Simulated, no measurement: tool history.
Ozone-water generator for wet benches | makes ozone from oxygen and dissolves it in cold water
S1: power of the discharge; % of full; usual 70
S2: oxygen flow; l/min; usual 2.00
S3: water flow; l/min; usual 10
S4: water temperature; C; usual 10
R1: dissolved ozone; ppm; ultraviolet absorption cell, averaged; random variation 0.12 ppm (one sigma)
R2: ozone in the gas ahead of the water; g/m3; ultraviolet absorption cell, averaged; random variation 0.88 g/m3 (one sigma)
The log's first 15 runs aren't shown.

| run | day | S1 | S2 | S3 | S4 | R1 | R2 |
|---|---|---|---|---|---|---|---|
| 16 | 57.546 | 70 | 3.00 | 10 | 10 | 11.3 | 107.8 |
| 17 | 62.558 | 70 | 3.00 | 10 | 10 | 11.0 | 106.4 |
|  | 62.879 | water thermometer calibrated |
| 18 | 65.579 | 70 | 3.00 | 7 | 9 | 14.6 | 104.2 |
| 19 | 69.462 | 45 | 2.00 | 10 | 15 | 7.8 | 103.6 |
|  | 70.596 | water thermometer calibrated, once more |
| 20 | 71.754 | 45 | 2.00 | 10 | 15 | 8.0 | 102.9 |
| 21 | 76.067 | 55 | 1.75 | 7 | 11 | 12.5 | 125.0 |
| 22 | 78.546 | 55 | 1.75 | 7 | 11 | 12.6 | 124.4 |
| 23 | 82.454 | 64 | 2.35 | 10 | 10 | 10.3 | 115.4 |
| 24 | 86.708 | 76 | 1.33 | 10 | 7 | 10.8 | 176.1 |
| 25 | 90.767 | 76 | 1.40 | 10 | 10 | 10.9 | 169.2 |
| 26 | 95.629 | 47 | 3.56 | 13 | 13 | 6.5 | 74.4 |
| 27 | 99.371 | 47 | 3.56 | 13 | 13 | 6.5 | 74.0 |
| 28 | 103.117 | 70 | 2.00 | 10 | 11 | 10.4 | 132.4 |
| 29 | 107.229 | 76 | 2.00 | 16 | 11 | 6.8 | 137.9 |
| 30 | 109.433 | 76 | 2.00 | 16 | 11 | 6.7 | 136.6 |
| 31 | 114.033 | 76 | 2.00 | 16 | 11 | 6.9 | 137.8 |
| 32 | 116.279 | 76 | 2.00 | 16 | 11 | 7.0 | 138.3 |
| 33 | 119.075 | 76 | 2.00 | 16 | 11 | 6.8 | 136.6 |
| 34 | 124.158 | 76 | 2.00 | 16 | 11 | 6.9 | 137.1 |

Forecast each of these 3 alternatives for the next run:
| A | 127.738 | 48 | 2.00 | 10 | 10 | ? | ? |
| B | 127.738 | 70 | 2.00 | 10 | 14 | ? | ? |
| C | 127.738 | 59 | 2.00 | 13 | 8 | ? | ? |

| run | R1 | R2 |
|---|---|---|
| A | 8.3 | 104.4 |
| B | 10.2 | 130.6 |
| C | 7.4 | 118.4 |
Without the tool's hidden state the same runs would have given:
| run | R1 | R2 |
|---|---|---|
| A | 9.2 | 113.8 |
| B | 11.7 | 146.2 |
| C | 8.4 | 130.9 |

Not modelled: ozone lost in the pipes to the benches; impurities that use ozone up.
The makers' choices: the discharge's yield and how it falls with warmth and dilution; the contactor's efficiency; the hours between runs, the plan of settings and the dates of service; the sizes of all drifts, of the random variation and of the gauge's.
